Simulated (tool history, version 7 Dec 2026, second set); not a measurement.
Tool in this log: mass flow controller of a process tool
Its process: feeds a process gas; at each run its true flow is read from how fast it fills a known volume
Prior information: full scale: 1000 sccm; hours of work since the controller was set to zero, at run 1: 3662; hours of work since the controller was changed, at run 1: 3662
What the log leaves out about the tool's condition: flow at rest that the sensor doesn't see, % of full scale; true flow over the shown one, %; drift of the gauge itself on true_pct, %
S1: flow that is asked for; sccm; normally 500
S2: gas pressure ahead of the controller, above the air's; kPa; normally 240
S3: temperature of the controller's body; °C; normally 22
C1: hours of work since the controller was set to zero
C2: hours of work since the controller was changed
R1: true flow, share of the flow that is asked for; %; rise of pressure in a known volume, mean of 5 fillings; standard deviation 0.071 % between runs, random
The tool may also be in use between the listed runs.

run	hour	S1	S2	S3	C1	C2	R1
1	0	500	240	22	3662	3662	100.79
2	200.1	500	240	22	3729	3729	100.66
3	376.8	405	240	22	3788	3788	100.52
4	625.9	106	240	22	3871	3871	97.7
5	808.9	500	240	22	3932	3932	100.76
6	954.6	500	240	22	3980	3980	100.64
7	1070.5	500	240	22	4019	4019	100.87
8	1276.3	500	240	22	4088	4088	100.77
# hour 1454.6: controller's zero set anew
9	1460.7	500	240	22	2	4149	101.52
10	1635	500	240	22	60	4207	101.6
11	1896.9	500	240	37	148	4295	100.81
12	2094.8	500	240	37	214	4361	100.84
13	2316.3	500	240	22	288	4435	101.53
14	2525.5	500	240	22	357	4504	101.56
15	2724.1	274	240	22	424	4571	101.34
16	2837.7	274	240	24	462	4609	101.3
17	2973.9	274	240	24	507	4654	101.23
18	3201.3	274	240	24	583	4730	101.19
19	3419.2	274	240	24	656	4803	101.26
20	3645.7	500	190	22	731	4878	101.4
21	3881.7	283	240	22	810	4957	101.37
22	4084.8	500	240	20	878	5025	101.75
23	4203.7	505	184	20	917	5064	101.59
24	4460.3	530	208	21	1003	5150	101.72
25	4692	462	150	22	1080	5227	101.37
26	4912.8	462	150	22	1154	5301	101.38
27	5109.8	462	150	31	1220	5367	100.92
28	5288.3	500	268	22	1279	5426	101.68
29	5562.4	500	195	37	1371	5518	101.01
30	5723.5	113	262	35	1424	5571	99.78
31	5886.2	113	262	35	1479	5626	99.86
32	6076.8	113	262	35	1542	5689	99.87
33	6241.7	500	152	22	1597	5744	101.51
34	6453.1	108	157	22	1668	5815	99.83
35	6655.1	500	159	31	1735	5882	101.26
36	6808.6	357	261	25	1787	5934	101.41

Some steps in R1 between neighbouring runs. How much of each would the tool show without its hidden state too (settings, what came in, random variation), and how much is left for the hidden state, with any gauge scatter that isn't in both results?
Run 3 -> 4: S1 405 -> 106. R1 -2.82 %: hidden state -2.54, all else -0.28.
Run 4 -> 5: S1 106 -> 500. R1 +3.06 %: hidden state +2.74, all else +0.32.
Run 33 -> 34: S1 500 -> 108, S2 152 -> 157. R1 -1.68 %: hidden state -1.33, all else -0.35.
Run 34 -> 35: S1 108 -> 500, S2 157 -> 159, S3 22 -> 31. R1 +1.43 %: hidden state +1.37, all else +0.06.

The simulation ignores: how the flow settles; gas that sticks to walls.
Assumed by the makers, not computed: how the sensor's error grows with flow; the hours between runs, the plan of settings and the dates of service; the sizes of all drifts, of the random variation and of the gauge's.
